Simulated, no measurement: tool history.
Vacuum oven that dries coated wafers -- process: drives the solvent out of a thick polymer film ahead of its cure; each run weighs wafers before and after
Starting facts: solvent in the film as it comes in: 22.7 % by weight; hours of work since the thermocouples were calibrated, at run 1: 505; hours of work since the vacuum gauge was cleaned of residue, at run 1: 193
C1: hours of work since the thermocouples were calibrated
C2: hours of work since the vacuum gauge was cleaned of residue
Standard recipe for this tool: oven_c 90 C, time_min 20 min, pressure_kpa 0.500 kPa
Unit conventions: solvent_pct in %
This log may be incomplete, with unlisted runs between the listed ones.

run 1 hour=0.0 | oven_c=90 time_min=20 pressure_kpa=0.500 | C1=505 C2=193 | solvent_pct=1.18
run 2 hour=25.3 | oven_c=90 time_min=20 pressure_kpa=0.500 | C1=521 C2=210 | solvent_pct=1.21
run 3 hour=44.5 | oven_c=90 time_min=20 pressure_kpa=0.500 | C1=534 C2=223 | solvent_pct=1.12
run 4 hour=59.9 | oven_c=90 time_min=20 pressure_kpa=0.293 | C1=544 C2=233 | solvent_pct=1.08
run 5 hour=75.0 | oven_c=90 time_min=20 pressure_kpa=0.500 | C1=554 C2=243 | solvent_pct=1.13
run 6 hour=97.8 | oven_c=90 time_min=20 pressure_kpa=0.500 | C1=569 C2=258 | solvent_pct=1.19
run 7 hour=115.4 | oven_c=90 time_min=11 pressure_kpa=0.500 | C1=581 C2=270 | solvent_pct=3.64
run 8 hour=126.8 | oven_c=90 time_min=11 pressure_kpa=0.500 | C1=588 C2=277 | solvent_pct=3.61
run 9 hour=147.1 | oven_c=90 time_min=11 pressure_kpa=0.500 | C1=602 C2=291 | solvent_pct=3.76
run 10 hour=168.2 | oven_c=100 time_min=22 pressure_kpa=0.623 | C1=616 C2=304 | solvent_pct=0.41
run 11 hour=184.4 | oven_c=90 time_min=10 pressure_kpa=0.483 | C1=626 C2=315 | solvent_pct=4.20
run 12 hour=203.2 | oven_c=87 time_min=10 pressure_kpa=0.337 | C1=639 C2=328 | solvent_pct=5.34
run 13 hour=220.4 | oven_c=86 time_min=24 pressure_kpa=1.223 | C1=650 C2=339 | solvent_pct=1.98
run 14 hour=245.0 | oven_c=88 time_min=33 pressure_kpa=1.830 | C1=666 C2=355 | solvent_pct=1.72
run 15 hour=269.3 | oven_c=88 time_min=17 pressure_kpa=0.364 | C1=682 C2=371 | solvent_pct=2.15
run 16 hour=284.8 | oven_c=88 time_min=17 pressure_kpa=0.364 | C1=692 C2=381 | solvent_pct=2.21
run 17 hour=302.1 | oven_c=105 time_min=13 pressure_kpa=0.364 | C1=704 C2=393 | solvent_pct=0.37

Alternative continuations, all from the tool just after run 17; predict every row:
run A hour=324.0 | oven_c=99 time_min=34 pressure_kpa=1.076 | C1=718 C2=407 | solvent_pct=?
run B hour=324.0 | oven_c=105 time_min=30 pressure_kpa=1.832 | C1=718 C2=407 | solvent_pct=?
run C hour=324.0 | oven_c=91 time_min=34 pressure_kpa=0.604 | C1=718 C2=407 | solvent_pct=?

run=A solvent_pct=0.63
run=B solvent_pct=0.91
run=C solvent_pct=0.61
Take away the tool's hidden state, keep each run's random variation, and the runs would have read:
run=A solvent_pct=0.53
run=B solvent_pct=0.82
run=C solvent_pct=0.47
